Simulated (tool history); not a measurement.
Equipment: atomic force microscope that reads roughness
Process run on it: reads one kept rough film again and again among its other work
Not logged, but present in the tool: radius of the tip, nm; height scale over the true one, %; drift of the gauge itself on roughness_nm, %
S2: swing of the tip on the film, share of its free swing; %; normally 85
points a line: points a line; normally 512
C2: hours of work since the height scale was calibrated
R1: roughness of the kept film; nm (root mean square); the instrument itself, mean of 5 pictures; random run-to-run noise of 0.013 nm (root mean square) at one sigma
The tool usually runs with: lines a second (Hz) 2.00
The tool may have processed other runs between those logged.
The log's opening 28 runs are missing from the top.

run 29 hour=365.4 | lines_a_second_(Hz)=1.32 S2=78 points_a_line=512 | pictures_with_this_tip=34 C2=472 | R1=3.354
run 30 hour=373.6 | lines_a_second_(Hz)=3.16 S2=73 points_a_line=289 | pictures_with_this_tip=42 C2=476 | R1=3.099
run 31 hour=382.5 | lines_a_second_(Hz)=2.23 S2=73 points_a_line=403 | pictures_with_this_tip=51 C2=480 | R1=3.253
run 32 hour=392.8 | lines_a_second_(Hz)=2.23 S2=73 points_a_line=403 | pictures_with_this_tip=62 C2=486 | R1=3.270
run 33 hour=401.1 | lines_a_second_(Hz)=1.33 S2=64 points_a_line=293 | pictures_with_this_tip=70 C2=490 | R1=3.437
run 34 hour=410.0 | lines_a_second_(Hz)=1.33 S2=64 points_a_line=293 | pictures_with_this_tip=79 C2=494 | R1=3.397
run 35 hour=419.4 | lines_a_second_(Hz)=2.00 S2=85 points_a_line=513 | pictures_with_this_tip=89 C2=499 | R1=3.137
run 36 hour=430.0 | lines_a_second_(Hz)=1.23 S2=90 points_a_line=414 | pictures_with_this_tip=100 C2=504 | R1=3.166
run 37 hour=441.9 | lines_a_second_(Hz)=3.68 S2=85 points_a_line=621 | pictures_with_this_tip=112 C2=510 | R1=2.790
run 38 hour=459.4 | lines_a_second_(Hz)=0.51 S2=58 points_a_line=374 | pictures_with_this_tip=130 C2=519 | R1=3.490
run 39 hour=475.3 | lines_a_second_(Hz)=0.62 S2=85 points_a_line=512 | pictures_with_this_tip=146 C2=527 | R1=3.405
run 40 hour=483.2 | lines_a_second_(Hz)=0.65 S2=85 points_a_line=619 | pictures_with_this_tip=154 C2=531 | R1=3.436
run 41 hour=498.0 | lines_a_second_(Hz)=2.00 S2=85 points_a_line=472 | pictures_with_this_tip=169 C2=539 | R1=3.118

Branching from run 41: 5 alternative next runs. What would each branch give?
run A hour=515.7 | lines_a_second_(Hz)=2.33 S2=85 points_a_line=295 | pictures_with_this_tip=187 C2=548 | R1=?
run B hour=515.7 | lines_a_second_(Hz)=1.56 S2=85 points_a_line=585 | pictures_with_this_tip=187 C2=548 | R1=?
run C hour=515.7 | lines_a_second_(Hz)=2.43 S2=62 points_a_line=722 | pictures_with_this_tip=187 C2=548 | R1=?
run D hour=515.7 | lines_a_second_(Hz)=3.04 S2=62 points_a_line=577 | pictures_with_this_tip=187 C2=548 | R1=?
run E hour=515.7 | lines_a_second_(Hz)=2.00 S2=87 points_a_line=472 | pictures_with_this_tip=187 C2=548 | R1=?

run=A R1=2.981
run=B R1=3.202
run=C R1=3.417
run=D R1=3.363
run=E R1=3.069
What these runs would have given with no unlogged condition in the tool:
run=A R1=2.987
run=B R1=3.208
run=C R1=3.424
run=D R1=3.370
run=E R1=3.075
